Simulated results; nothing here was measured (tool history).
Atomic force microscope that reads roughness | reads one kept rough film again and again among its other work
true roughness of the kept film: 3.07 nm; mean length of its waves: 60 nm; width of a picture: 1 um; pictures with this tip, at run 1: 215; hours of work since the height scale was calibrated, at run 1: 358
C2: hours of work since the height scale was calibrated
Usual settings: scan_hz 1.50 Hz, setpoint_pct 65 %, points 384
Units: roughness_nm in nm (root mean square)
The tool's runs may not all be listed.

Run 1, hour 0.0: usual settings; pictures with this tip 215; C2 358. Result: roughness_nm 2.862 nm (root mean square).
Run 2, hour 19.6: usual settings but points 678; pictures with this tip 237; C2 367. Result: roughness_nm 2.873 nm (root mean square).
Run 3, hour 36.1: usual settings but points 678; pictures with this tip 256; C2 374. Result: roughness_nm 2.870 nm (root mean square).
Run 4, hour 49.4: usual settings but points 678; pictures with this tip 271; C2 381. Result: roughness_nm 2.843 nm (root mean square).
Run 5, hour 58.8: usual settings; pictures with this tip 282; C2 385. Result: roughness_nm 2.857 nm (root mean square).
Run 6, hour 70.8: usual settings; pictures with this tip 295; C2 390. Result: roughness_nm 2.861 nm (root mean square).
At hour 72.6: height scale calibrated on a step standard.
Run 7, hour 84.3: usual settings; pictures with this tip 310; C2 5. Result: roughness_nm 2.855 nm (root mean square).
Run 8, hour 93.4: usual settings; pictures with this tip 320; C2 10. Result: roughness_nm 2.840 nm (root mean square).
Run 9, hour 102.2: usual settings; pictures with this tip 330; C2 14. Result: roughness_nm 2.860 nm (root mean square).
Run 10, hour 122.0: usual settings but scan_hz 2.80 Hz; pictures with this tip 352; C2 23. Result: roughness_nm 2.741 nm (root mean square).
At hour 131.0: new tip fitted.
Run 11, hour 132.4: usual settings but scan_hz 0.93 Hz, setpoint_pct 64 %, points 743; pictures with this tip 1; C2 27. Result: roughness_nm 2.956 nm (root mean square).
At hour 142.2: height scale calibrated on a step standard, once more.
Run 12, hour 152.2: usual settings but scan_hz 3.35 Hz, points 701; pictures with this tip 23; C2 5. Result: roughness_nm 2.758 nm (root mean square).
Run 13, hour 167.9: usual settings but scan_hz 1.34 Hz, setpoint_pct 72 %, points 701; pictures with this tip 41; C2 12. Result: roughness_nm 2.841 nm (root mean square).
Run 14, hour 187.1: usual settings but scan_hz 3.17 Hz, setpoint_pct 72 %, points 743; pictures with this tip 62; C2 21. Result: roughness_nm 2.652 nm (root mean square).
Run 15, hour 203.6: usual settings but scan_hz 1.39 Hz, setpoint_pct 84 %, points 1003; pictures with this tip 81; C2 28. Result: roughness_nm 2.698 nm (root mean square).
Run 16, hour 214.8: usual settings but points 556; pictures with this tip 94; C2 33. Result: roughness_nm 2.871 nm (root mean square).
Run 17, hour 234.7: usual settings but scan_hz 1.42 Hz; pictures with this tip 116; C2 43. Result: roughness_nm 2.876 nm (root mean square).
Run 18, hour 250.8: usual settings but scan_hz 1.94 Hz, setpoint_pct 89 %, points 455; pictures with this tip 135; C2 50. Result: roughness_nm 2.501 nm (root mean square).
Run 19, hour 265.3: usual settings but scan_hz 0.94 Hz, setpoint_pct 85 %, points 455; pictures with this tip 151; C2 57. Result: roughness_nm 2.775 nm (root mean square).

Forecast each of these 4 alternatives for the next run:
Run A, hour 279.3: usual settings but scan_hz 1.57 Hz, setpoint_pct 85 %, points 316; pictures with this tip 167; C2 63. Result: roughness_nm ?.
Run B, hour 279.3: usual settings but setpoint_pct 89 %; pictures with this tip 167; C2 63. Result: roughness_nm ?.
Run C, hour 279.3: usual settings but scan_hz 2.16 Hz, setpoint_pct 64 %, points 359; pictures with this tip 167; C2 63. Result: roughness_nm ?.
Run D, hour 279.3: usual settings but scan_hz 0.93 Hz, setpoint_pct 55 %, points 339; pictures with this tip 167; C2 63. Result: roughness_nm ?.

run  roughness_nm
  A         2.640
  B         2.607
  C         2.811
  D         2.944
Without the tool's hidden state the same runs would have given:
run  roughness_nm
  A         2.668
  B         2.634
  C         2.840
  D         2.974
